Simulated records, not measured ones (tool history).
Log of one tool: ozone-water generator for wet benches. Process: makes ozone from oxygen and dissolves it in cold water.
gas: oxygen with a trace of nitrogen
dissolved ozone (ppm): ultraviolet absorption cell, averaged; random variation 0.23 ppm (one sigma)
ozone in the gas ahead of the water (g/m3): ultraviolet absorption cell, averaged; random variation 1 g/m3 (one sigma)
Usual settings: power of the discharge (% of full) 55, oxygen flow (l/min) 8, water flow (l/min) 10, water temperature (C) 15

| run | hour | power of the discharge (% of full) | oxygen flow (l/min) | water flow (l/min) | water temperature (C) | dissolved ozone (ppm) | ozone in the gas ahead of the water (g/m3) |
|---|---|---|---|---|---|---|---|
| 1 | 0 | 55 | 8 | 10 | 15 | 31.7 | 181.9 |
| 2 | 23.7 | 55 | 8 | 10 | 15 | 32.1 | 182.8 |
| 3 | 49.1 | 55 | 8 | 11 | 15 | 30.2 | 182.9 |
| 4 | 83.3 | 55 | 8 | 11 | 15 | 29.9 | 182.7 |
| 5 | 116 | 55 | 8 | 11 | 15 | 29.7 | 180.9 |
| 6 | 167.7 | 55 | 8 | 10 | 10 | 34.7 | 182 |
| 7 | 200.5 | 55 | 8 | 10 | 15 | 31.4 | 181.7 |
| 8 | 246.4 | 55 | 8 | 10 | 15 | 31.3 | 180.7 |
| 9 | 293.2 | 55 | 8 | 10 | 15 | 31.5 | 180.2 |
| 10 | 331.5 | 55 | 8 | 10 | 15 | 31.5 | 181 |
| 11 | 382.4 | 55 | 8 | 10 | 15 | 31.3 | 180.3 |
| 12 | 417.9 | 55 | 8 | 10 | 15 | 31.4 | 182.4 |
| 13 | 448.5 | 55 | 8 | 10 | 15 | 31.4 | 180.8 |
| 14 | 472.9 | 55 | 8 | 10 | 15 | 31.1 | 182.6 |
| 15 | 498.1 | 55 | 8 | 10 | 15 | 31.4 | 179.7 |
| 16 | 525.5 | 55 | 8 | 10 | 15 | 31.7 | 180.6 |
| 17 | 549.4 | 55 | 8 | 10 | 15 | 31.4 | 181.2 |
| 18 | 591.3 | 55 | 11.14 | 15 | 15 | 21.9 | 149.9 |
| 19 | 640.6 | 55 | 4.56 | 10 | 11 | 37.1 | 248.5 |
|  | 664.5 | water thermometer calibrated |
| 20 | 694.2 | 55 | 6.7 | 10 | 13 | 34.3 | 198.6 |
| 21 | 733.5 | 55 | 6.7 | 10 | 13 | 34.2 | 200.4 |
| 22 | 787.1 | 55 | 11.71 | 7 | 15 | 33.4 | 144.1 |
| 23 | 822.6 | 55 | 11.71 | 7 | 15 | 33.6 | 145.3 |
| 24 | 872.8 | 55 | 11.71 | 7 | 15 | 33.3 | 145 |

Run 25 comes next. What will it give?
| 25 | 908.1 | 52 | 5.46 | 10 | 12 | ? | ? |

dissolved ozone (ppm): 35.1
ozone in the gas ahead of the water (g/m3): 216.2
Without the tool's hidden state the same run would have given dissolved ozone (ppm) 37.9, ozone in the gas ahead of the water (g/m3) 221.4.
